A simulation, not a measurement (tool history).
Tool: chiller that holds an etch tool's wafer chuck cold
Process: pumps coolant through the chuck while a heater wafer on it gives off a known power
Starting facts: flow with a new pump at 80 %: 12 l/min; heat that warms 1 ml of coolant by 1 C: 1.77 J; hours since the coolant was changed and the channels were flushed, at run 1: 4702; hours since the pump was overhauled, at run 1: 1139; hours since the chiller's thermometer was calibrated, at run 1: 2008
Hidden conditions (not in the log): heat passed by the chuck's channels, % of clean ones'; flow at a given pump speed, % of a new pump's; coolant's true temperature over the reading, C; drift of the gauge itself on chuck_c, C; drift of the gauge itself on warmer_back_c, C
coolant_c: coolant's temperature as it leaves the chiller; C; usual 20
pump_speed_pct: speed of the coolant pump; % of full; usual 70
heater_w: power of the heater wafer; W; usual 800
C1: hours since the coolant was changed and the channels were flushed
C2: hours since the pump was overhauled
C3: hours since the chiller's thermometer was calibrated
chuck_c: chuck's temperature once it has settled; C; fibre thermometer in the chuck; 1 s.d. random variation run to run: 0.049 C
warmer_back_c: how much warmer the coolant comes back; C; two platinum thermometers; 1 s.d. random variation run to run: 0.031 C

Run 1, day 0: usual settings; C1 4702; C2 1139; C3 2008. Result: chuck_c 25.41 C, warmer_back_c 2.62 C.
Run 2, day 1.754: usual settings; C1 4744; C2 1181; C3 2050. Result: chuck_c 25.46 C, warmer_back_c 2.6 C.
Run 3, day 2.983: usual settings; C1 4773; C2 1211; C3 2080. Result: chuck_c 25.46 C, warmer_back_c 2.67 C.
Run 4, day 4.425: usual settings; C1 4808; C2 1246; C3 2114. Result: chuck_c 25.46 C, warmer_back_c 2.67 C.
Run 5, day 6.662: usual settings; C1 4862; C2 1299; C3 2168. Result: chuck_c 25.44 C, warmer_back_c 2.65 C.
At day 7.033: chiller's thermometer calibrated.
Run 6, day 7.971: usual settings; C1 4892; C2 1330; C3 22. Result: chuck_c 25.45 C, warmer_back_c 2.64 C.
Run 7, day 10.179: usual settings; C1 4945; C2 1383; C3 76. Result: chuck_c 25.45 C, warmer_back_c 2.6 C.
Run 8, day 12.075: usual settings; C1 4991; C2 1428; C3 121. Result: chuck_c 25.53 C, warmer_back_c 2.6 C.
Run 9, day 13.704: usual settings; C1 5030; C2 1467; C3 160. Result: chuck_c 25.4 C, warmer_back_c 2.66 C.
Run 10, day 15.438: usual settings but heater_w 1032 W; C1 5071; C2 1509; C3 202. Result: chuck_c 26.98 C, warmer_back_c 3.39 C.
Run 11, day 16.667: usual settings; C1 5101; C2 1538; C3 231. Result: chuck_c 25.53 C, warmer_back_c 2.65 C.
Run 12, day 17.904: usual settings but coolant_c 13 C; C1 5130; C2 1568; C3 261. Result: chuck_c 18.5 C, warmer_back_c 2.58 C.
Run 13, day 19.383: usual settings but coolant_c 13 C; C1 5166; C2 1604; C3 296. Result: chuck_c 18.47 C, warmer_back_c 2.67 C.
Run 14, day 21.792: usual settings but coolant_c 13 C; C1 5224; C2 1661; C3 354. Result: chuck_c 18.49 C, warmer_back_c 2.69 C.
Run 15, day 23.071: usual settings but coolant_c 13 C; C1 5254; C2 1692; C3 385. Result: chuck_c 18.52 C, warmer_back_c 2.65 C.
Run 16, day 25.379: usual settings but coolant_c 13 C; C1 5310; C2 1747; C3 440. Result: chuck_c 18.44 C, warmer_back_c 2.64 C.
Run 17, day 27.133: usual settings but pump_speed_pct 77 % of full; C1 5352; C2 1790; C3 482. Result: chuck_c 25.04 C, warmer_back_c 2.33 C.
Run 18, day 29.554: usual settings but coolant_c 16 C; C1 5410; C2 1848; C3 540. Result: chuck_c 21.35 C, warmer_back_c 2.64 C.
Run 19, day 31.958: usual settings but coolant_c 13 C, pump_speed_pct 76 % of full, heater_w 496 W; C1 5468; C2 1905; C3 598. Result: chuck_c 16.13 C, warmer_back_c 1.46 C.
Run 20, day 33.142: usual settings but coolant_c 13 C, pump_speed_pct 76 % of full, heater_w 496 W; C1 5496; C2 1934; C3 627. Result: chuck_c 16.2 C, warmer_back_c 1.54 C.
Run 21, day 35.029: usual settings but coolant_c 13 C, pump_speed_pct 76 % of full, heater_w 496 W; C1 5541; C2 1979; C3 672. Result: chuck_c 16.17 C, warmer_back_c 1.43 C.
Run 22, day 36.146: usual settings but coolant_c 19 C, pump_speed_pct 95 % of full, heater_w 660 W; C1 5568; C2 2006; C3 699. Result: chuck_c 22.56 C, warmer_back_c 1.55 C.
Run 23, day 38.254: usual settings but coolant_c 23 C, pump_speed_pct 86 % of full, heater_w 609 W; C1 5619; C2 2057; C3 749. Result: chuck_c 26.56 C, warmer_back_c 1.56 C.
Run 24, day 39.962: usual settings but coolant_c 13 C, pump_speed_pct 62 % of full, heater_w 948 W; C1 5660; C2 2098; C3 790. Result: chuck_c 20.05 C, warmer_back_c 3.64 C.
Run 25, day 41.258: usual settings but coolant_c 13 C, pump_speed_pct 62 % of full, heater_w 948 W; C1 5691; C2 2129; C3 821. Result: chuck_c 20.06 C, warmer_back_c 3.61 C.
Run 26, day 43.521: usual settings but coolant_c 13 C, pump_speed_pct 62 % of full, heater_w 948 W; C1 5745; C2 2183; C3 876. Result: chuck_c 20.04 C, warmer_back_c 3.6 C.
Run 27, day 45.146: usual settings but coolant_c 25 C, pump_speed_pct 86 % of full, heater_w 1055 W; C1 5784; C2 2222; C3 915. Result: chuck_c 31.13 C, warmer_back_c 2.73 C.
Run 28, day 47.388: usual settings but coolant_c 14 C, pump_speed_pct 80 % of full, heater_w 927 W; C1 5838; C2 2276; C3 969. Result: chuck_c 19.7 C, warmer_back_c 2.63 C.
Run 29, day 48.938: usual settings but coolant_c 10 C, pump_speed_pct 73 % of full, heater_w 739 W; C1 5875; C2 2313; C3 1006. Result: chuck_c 14.91 C, warmer_back_c 2.36 C.
Run 30, day 51.117: usual settings but coolant_c 10 C, pump_speed_pct 73 % of full, heater_w 739 W; C1 5928; C2 2365; C3 1058. Result: chuck_c 14.85 C, warmer_back_c 2.29 C.
Run 31, day 53.508: usual settings but coolant_c 10 C, pump_speed_pct 73 % of full, heater_w 739 W; C1 5985; C2 2423; C3 1115. Result: chuck_c 14.96 C, warmer_back_c 2.34 C.

What if the next run were any one of these 5? Each begins from the tool's condition after run 31:
Run A, day 54.767: usual settings but heater_w 485 W; C1 6015; C2 2453; C3 1146. Result: chuck_c ?, warmer_back_c ?.
Run B, day 54.767: usual settings but coolant_c 11 C, pump_speed_pct 72 % of full; C1 6015; C2 2453; C3 1146. Result: chuck_c ?, warmer_back_c ?.
Run C, day 54.767: usual settings but coolant_c 29 C, heater_w 576 W; C1 6015; C2 2453; C3 1146. Result: chuck_c ?, warmer_back_c ?.
Run D, day 54.767: usual settings but coolant_c 24 C, pump_speed_pct 60 % of full; C1 6015; C2 2453; C3 1146. Result: chuck_c ?, warmer_back_c ?.
Run E, day 54.767: usual settings but coolant_c 19 C, pump_speed_pct 67 % of full, heater_w 889 W; C1 6015; C2 2453; C3 1146. Result: chuck_c ?, warmer_back_c ?.

run  chuck_c  warmer_back_c
  A    23.31           1.63
  B    16.35           2.57
  C    32.88            1.9
  D    30.19           3.15
  E    25.24           3.12
With the hidden condition removed and each run's random variation left untouched, the same runs would have given:
run  chuck_c  warmer_back_c
  A    23.31           1.63
  B    16.34           2.57
  C    32.88            1.9
  D    30.19           3.14
  E    25.23           3.12
